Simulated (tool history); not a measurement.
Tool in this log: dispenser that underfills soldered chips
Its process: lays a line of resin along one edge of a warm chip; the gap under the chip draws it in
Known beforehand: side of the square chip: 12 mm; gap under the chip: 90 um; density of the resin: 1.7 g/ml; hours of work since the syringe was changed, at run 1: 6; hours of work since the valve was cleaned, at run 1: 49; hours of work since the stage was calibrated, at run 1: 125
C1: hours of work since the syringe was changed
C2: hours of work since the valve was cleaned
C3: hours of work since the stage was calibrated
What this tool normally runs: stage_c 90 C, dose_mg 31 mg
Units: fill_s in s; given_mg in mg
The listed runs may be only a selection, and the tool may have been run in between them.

{"run": 1, "hour": 0.0, "stage_c": 90, "dose_mg": 31, "C1": 6, "C2": 49, "C3": 125, "fill_s": 49.3, "given_mg": 30.48}
{"hour": 2.5, "done": "new syringe of resin"}
{"run": 2, "hour": 7.9, "stage_c": 90, "dose_mg": 31, "C1": 4, "C2": 55, "C3": 130, "fill_s": 44.2, "given_mg": 30.32}
{"hour": 12.7, "done": "new syringe of resin"}
{"run": 3, "hour": 12.7, "stage_c": 82, "dose_mg": 31, "C1": 0, "C2": 58, "C3": 133, "fill_s": 45, "given_mg": 30.46}
{"run": 4, "hour": 19.3, "stage_c": 82, "dose_mg": 31, "C1": 5, "C2": 63, "C3": 138, "fill_s": 59.8, "given_mg": 30.44}
{"hour": 22.9, "done": "new syringe of resin"}
{"run": 5, "hour": 24.9, "stage_c": 90, "dose_mg": 31, "C1": 1, "C2": 66, "C3": 142, "fill_s": 37, "given_mg": 30.39}
{"run": 6, "hour": 29.3, "stage_c": 90, "dose_mg": 31, "C1": 5, "C2": 69, "C3": 145, "fill_s": 44.1, "given_mg": 30.36}
{"run": 7, "hour": 32.4, "stage_c": 90, "dose_mg": 31, "C1": 7, "C2": 72, "C3": 147, "fill_s": 50.4, "given_mg": 30.16}
{"hour": 33.2, "done": "new syringe of resin"}
{"run": 8, "hour": 37.4, "stage_c": 90, "dose_mg": 31, "C1": 3, "C2": 75, "C3": 150, "fill_s": 39.1, "given_mg": 30.3}
{"hour": 41.0, "done": "dispensing valve cleaned and set on the balance"}
{"hour": 44.5, "done": "new syringe of resin"}
{"run": 9, "hour": 45.4, "stage_c": 90, "dose_mg": 31, "C1": 1, "C2": 3, "C3": 155, "fill_s": 35.2, "given_mg": 30.96}
{"run": 10, "hour": 49.8, "stage_c": 82, "dose_mg": 31, "C1": 4, "C2": 6, "C3": 158, "fill_s": 57, "given_mg": 30.79}
{"hour": 55.3, "done": "new syringe of resin"}
{"run": 11, "hour": 55.8, "stage_c": 82, "dose_mg": 31, "C1": 0, "C2": 10, "C3": 162, "fill_s": 46.4, "given_mg": 30.89}
{"run": 12, "hour": 63.6, "stage_c": 82, "dose_mg": 31, "C1": 6, "C2": 16, "C3": 168, "fill_s": 66.6, "given_mg": 30.65}
{"hour": 65.4, "done": "new syringe of resin"}
{"run": 13, "hour": 69.5, "stage_c": 82, "dose_mg": 31, "C1": 3, "C2": 20, "C3": 172, "fill_s": 53.9, "given_mg": 30.8}
{"run": 14, "hour": 75.0, "stage_c": 103, "dose_mg": 38.7, "C1": 7, "C2": 24, "C3": 176, "fill_s": 31.9, "given_mg": 38.32}
{"hour": 75.6, "done": "new syringe of resin"}
{"run": 15, "hour": 78.7, "stage_c": 94, "dose_mg": 37.3, "C1": 2, "C2": 26, "C3": 178, "fill_s": 32.2, "given_mg": 36.96}
{"run": 16, "hour": 85.0, "stage_c": 103, "dose_mg": 31.2, "C1": 7, "C2": 30, "C3": 183, "fill_s": 32.8, "given_mg": 30.79}
{"hour": 85.9, "done": "new syringe of resin"}
{"run": 17, "hour": 93.1, "stage_c": 103, "dose_mg": 31.2, "C1": 5, "C2": 36, "C3": 188, "fill_s": 29.4, "given_mg": 30.68}
{"hour": 96.3, "done": "new syringe of resin"}
{"run": 18, "hour": 98.1, "stage_c": 100, "dose_mg": 27.7, "C1": 1, "C2": 39, "C3": 192, "fill_s": 26.2, "given_mg": 27.22}
{"run": 19, "hour": 102.1, "stage_c": 93, "dose_mg": 28.1, "C1": 4, "C2": 42, "C3": 195, "fill_s": 39.5, "given_mg": 27.81}
{"hour": 106.8, "done": "new syringe of resin"}
{"run": 20, "hour": 107.8, "stage_c": 93, "dose_mg": 28.1, "C1": 1, "C2": 46, "C3": 198, "fill_s": 32.2, "given_mg": 27.61}
{"run": 21, "hour": 114.3, "stage_c": 90, "dose_mg": 32.7, "C1": 5, "C2": 51, "C3": 203, "fill_s": 45.1, "given_mg": 32.11}
{"hour": 116.9, "done": "new syringe of resin"}
{"run": 22, "hour": 119.2, "stage_c": 91, "dose_mg": 36.3, "C1": 2, "C2": 54, "C3": 206, "fill_s": 34.8, "given_mg": 35.42}
{"hour": 127.1, "done": "new syringe of resin"}
{"run": 23, "hour": 127.1, "stage_c": 91, "dose_mg": 36.3, "C1": 0, "C2": 59, "C3": 212, "fill_s": 31.8, "given_mg": 35.49}

Branching from run 23: 4 alternative next runs. What would each branch give?
{"run": "A", "hour": 131.8, "stage_c": 91, "dose_mg": 33.5, "C1": 3, "C2": 63, "C3": 215, "fill_s": "?", "given_mg": "?"}
{"run": "B", "hour": 131.8, "stage_c": 96, "dose_mg": 31, "C1": 3, "C2": 63, "C3": 215, "fill_s": "?", "given_mg": "?"}
{"run": "C", "hour": 131.8, "stage_c": 97, "dose_mg": 38.9, "C1": 3, "C2": 63, "C3": 215, "fill_s": "?", "given_mg": "?"}
{"run": "D", "hour": 131.8, "stage_c": 92, "dose_mg": 36.8, "C1": 3, "C2": 63, "C3": 215, "fill_s": "?", "given_mg": "?"}

run=A fill_s=38.7 given_mg=32.77
run=B fill_s=33.5 given_mg=30.29
run=C fill_s=31.7 given_mg=38.07
run=D fill_s=37.2 given_mg=35.88
Stripped of hidden state, with their random variation kept, the same runs would have yielded:
run=A fill_s=33.1 given_mg=33.5
run=B fill_s=28.6 given_mg=30.96
run=C fill_s=27.1 given_mg=38.91
run=D fill_s=31.9 given_mg=36.68
